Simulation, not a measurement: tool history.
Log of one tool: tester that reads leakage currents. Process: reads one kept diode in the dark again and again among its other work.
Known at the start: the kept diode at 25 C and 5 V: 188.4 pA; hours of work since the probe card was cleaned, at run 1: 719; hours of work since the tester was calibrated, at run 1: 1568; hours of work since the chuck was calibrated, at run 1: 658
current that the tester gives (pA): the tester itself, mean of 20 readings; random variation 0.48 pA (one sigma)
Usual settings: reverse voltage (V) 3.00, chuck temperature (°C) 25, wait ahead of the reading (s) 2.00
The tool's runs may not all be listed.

run    hour  reverse voltage (V)  chuck temperature (°C)  wait ahead of the reading (s)  hours of work since the probe card was cleaned  hours of work since the tester was calibrated  hours of work since the chuck was calibrated  current that the tester gives (pA)
  1     0.0                 3.00                      25                           2.00                                             719                                           1568                                           658                              160.01
  2    58.4                 3.00                      25                           2.00                                             743                                           1592                                           683                              159.95
  3   117.5                 3.00                      25                           2.00                                             768                                           1617                                           708                              159.56
  4   169.6                 3.00                      25                           2.00                                             790                                           1639                                           730                              160.39
  5   212.7                 1.03                      25                           2.00                                             808                                           1657                                           748                              112.93
  6   238.9                 3.00                      30                           2.00                                             819                                           1669                                           759                              226.69
  7   270.1                 3.00                      30                           2.00                                             833                                           1682                                           772                              227.90
  8   300.9                 3.00                      30                           2.00                                             846                                           1695                                           785                              227.82
  9   345.8                 3.00                      30                           2.00                                             865                                           1714                                           804                              228.23
 10   406.2                 3.00                      30                           8.02                                             890                                           1739                                           830                              227.53
 11   452.6                 3.00                      30                           8.02                                             910                                           1759                                           849                              226.84
 12   499.9                 3.00                      56                           2.00                                             930                                           1779                                           869                             1205.51
 13   525.9                 3.00                      56                           2.00                                             941                                           1790                                           880                             1206.45
 14   577.1                 3.00                      50                           2.00                                             962                                           1811                                           902                              835.79
 15   624.6                 3.00                      50                           2.00                                             982                                           1831                                           922                              838.73
 16   658.4                11.56                      38                           2.00                                             996                                           1845                                           936                              603.37
 17   692.9                16.91                      28                           2.00                                            1011                                           1860                                           951                              345.21
 18   723.3                12.30                      23                           1.01                                            1024                                           1873                                           963                              220.70
 19   756.4                 3.00                      24                           6.16                                            1038                                           1887                                           977                              149.31
 20   784.7                 3.00                      24                           6.16                                            1050                                           1899                                           989                              148.42
 21   830.9                 3.00                      41                           5.78                                            1069                                           1918                                          1009                              475.55
 22   893.4                12.32                      25                           2.15                                            1096                                           1945                                          1035                              252.50
 23   950.6                 5.57                      36                           9.16                                            1120                                           1969                                          1059                              419.67
 24  1008.7                10.53                      24                           0.85                                            1144                                           1993                                          1084                              224.25
 25  1034.1                 3.30                      50                           1.98                                            1155                                           2004                                          1095                              860.45
 26  1067.0                 3.30                      58                           1.98                                            1169                                           2018                                          1108                             1394.78
     1073.1  -- chuck's temperature calibrated
 27  1116.7                 3.30                      58                           1.98                                            1189                                           2038                                            18                             1387.69
 28  1154.7                 3.30                      58                           1.98                                            1205                                           2054                                            34                             1393.97

Some steps in current that the tester gives (pA) between neighbouring runs. How much of each would the tool show without its hidden state too (settings, what came in, random variation), and how much is left for the hidden state, with any gauge scatter that isn't in both results?
The hidden state here: stray current of the dirty probe card, pA a volt; current scale over the true one, %; true chuck temperature over the reading, C; drift of the gauge itself on leakage_pa, %.
Run 11 -> 12: chuck temperature (°C) 30 -> 56, wait ahead of the reading (s) 8.02 -> 2.00. current that the tester gives (pA) +978.67: hidden state -0.99, all else +979.66.
Run 24 -> 25: reverse voltage (V) 10.53 -> 3.30, chuck temperature (°C) 24 -> 50, wait ahead of the reading (s) 0.85 -> 1.98. current that the tester gives (pA) +636.20: hidden state -0.90, all else +637.10.
Run 26 -> 27: chuck's temperature calibrated. current that the tester gives (pA) -7.09: hidden state +2.12, all else -9.21.
